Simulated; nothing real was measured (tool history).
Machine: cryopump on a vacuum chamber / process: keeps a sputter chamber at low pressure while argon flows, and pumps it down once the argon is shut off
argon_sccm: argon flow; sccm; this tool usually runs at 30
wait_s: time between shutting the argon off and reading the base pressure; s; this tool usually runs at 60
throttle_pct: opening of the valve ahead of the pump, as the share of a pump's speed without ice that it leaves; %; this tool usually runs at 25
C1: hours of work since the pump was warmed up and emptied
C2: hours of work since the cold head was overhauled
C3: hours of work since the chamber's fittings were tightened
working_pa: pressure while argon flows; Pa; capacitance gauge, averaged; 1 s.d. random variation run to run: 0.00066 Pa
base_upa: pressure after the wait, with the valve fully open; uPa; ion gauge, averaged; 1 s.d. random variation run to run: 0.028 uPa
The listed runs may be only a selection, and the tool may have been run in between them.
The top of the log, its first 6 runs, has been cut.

run 7 hour=70.8 | argon_sccm=30 wait_s=60 throttle_pct=25 | C1=127 C2=127 C3=100 | working_pa=0.1075 base_upa=1.34
run 8 hour=85.6 | argon_sccm=20 wait_s=60 throttle_pct=25 | C1=137 C2=137 C3=110 | working_pa=0.0726 base_upa=1.40
run 9 hour=98.9 | argon_sccm=30 wait_s=60 throttle_pct=25 | C1=146 C2=146 C3=119 | working_pa=0.1072 base_upa=1.39
run 10 hour=108.8 | argon_sccm=30 wait_s=60 throttle_pct=21 | C1=153 C2=153 C3=126 | working_pa=0.1271 base_upa=1.37
run 11 hour=125.0 | argon_sccm=30 wait_s=60 throttle_pct=22 | C1=164 C2=164 C3=137 | working_pa=0.1221 base_upa=1.36
run 12 hour=133.2 | argon_sccm=17 wait_s=60 throttle_pct=25 | C1=169 C2=169 C3=142 | working_pa=0.0611 base_upa=1.36
run 13 hour=152.4 | argon_sccm=17 wait_s=60 throttle_pct=25 | C1=183 C2=183 C3=156 | working_pa=0.0612 base_upa=1.36
run 14 hour=165.0 | argon_sccm=30 wait_s=60 throttle_pct=25 | C1=191 C2=191 C3=164 | working_pa=0.1082 base_upa=1.38
run 15 hour=176.5 | argon_sccm=30 wait_s=60 throttle_pct=25 | C1=199 C2=199 C3=172 | working_pa=0.1070 base_upa=1.40
run 16 hour=185.5 | argon_sccm=30 wait_s=60 throttle_pct=25 | C1=205 C2=205 C3=178 | working_pa=0.1083 base_upa=1.39
run 17 hour=204.5 | argon_sccm=30 wait_s=60 throttle_pct=25 | C1=218 C2=218 C3=191 | working_pa=0.1070 base_upa=1.39
run 18 hour=216.5 | argon_sccm=30 wait_s=60 throttle_pct=25 | C1=226 C2=226 C3=199 | working_pa=0.1080 base_upa=1.39
run 19 hour=235.5 | argon_sccm=30 wait_s=60 throttle_pct=25 | C1=239 C2=239 C3=212 | working_pa=0.1077 base_upa=1.46
run 20 hour=251.0 | argon_sccm=17 wait_s=185 throttle_pct=58 | C1=249 C2=249 C3=222 | working_pa=0.0265 base_upa=0.62
run 21 hour=260.9 | argon_sccm=17 wait_s=83 throttle_pct=23 | C1=256 C2=256 C3=229 | working_pa=0.0656 base_upa=1.07

The next listed run, before its measurement:
run 22 hour=279.6 | argon_sccm=30 wait_s=27 throttle_pct=25 | C1=269 C2=269 C3=242 | working_pa=? base_upa=?

Logged for run 22: working_pa 0.1081 Pa, base_upa 2.81 uPa.
Were there no unlogged condition in the tool, this run, its random variation unchanged, would have produced working_pa 0.1065 Pa, base_upa 2.70 uPa.
